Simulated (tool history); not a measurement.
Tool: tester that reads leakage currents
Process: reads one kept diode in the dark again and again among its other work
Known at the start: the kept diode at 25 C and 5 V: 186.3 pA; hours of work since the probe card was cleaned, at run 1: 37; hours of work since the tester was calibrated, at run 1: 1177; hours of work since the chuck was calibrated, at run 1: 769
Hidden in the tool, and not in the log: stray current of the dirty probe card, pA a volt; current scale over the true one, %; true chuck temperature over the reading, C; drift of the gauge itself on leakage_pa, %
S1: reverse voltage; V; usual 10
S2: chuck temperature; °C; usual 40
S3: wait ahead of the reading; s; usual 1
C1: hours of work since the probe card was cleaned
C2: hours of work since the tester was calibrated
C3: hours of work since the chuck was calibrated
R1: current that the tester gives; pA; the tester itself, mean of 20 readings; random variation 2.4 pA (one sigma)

run   hour   S1  S2    S3   C1    C2    C3      R1
  1      0   10  40     1   37  1177   769  792.66
  2   39.4   10  40     1   62  1202   794  793.02
  3   70.6  1.1  40     1   82  1222   814  222.42
  4  120.4   10  40     1  114  1254   846  785.43
  5  152.1   10  40     1  134  1274   867  787.97
  6  181.3   10  40     1  153  1293   885  787.53
  7    217   10  40  1.29  176  1316   908  784.08
  8  245.8   10  40  9.23  194  1335   927  781.88
  9  283.7   10  40  9.23  219  1359   951  788.11
 10  318.9    6  40  0.32  241  1382   974  596.94
 11  361.7  3.3  46     1  269  1409  1001  614.64
 12  417.7  2.7  40     1  305  1445  1037  371.43

Forecast each of these 4 alternatives for the next run:
  A  462.6   2.7  21  5.99  333  1474  1066   ?
  B  462.6   1.3  51  0.34  333  1474  1066   ?
  C  462.6    10  40  2.44  333  1474  1066   ?
  D  462.6  17.7  25  0.73  333  1474  1066   ?

run      R1
  A   97.59
  B  495.07
  C  789.18
  D  392.09
Without the tool's hidden state the same runs would have given:
run      R1
  A   97.77
  B   495.9
  C  790.53
  D  392.71

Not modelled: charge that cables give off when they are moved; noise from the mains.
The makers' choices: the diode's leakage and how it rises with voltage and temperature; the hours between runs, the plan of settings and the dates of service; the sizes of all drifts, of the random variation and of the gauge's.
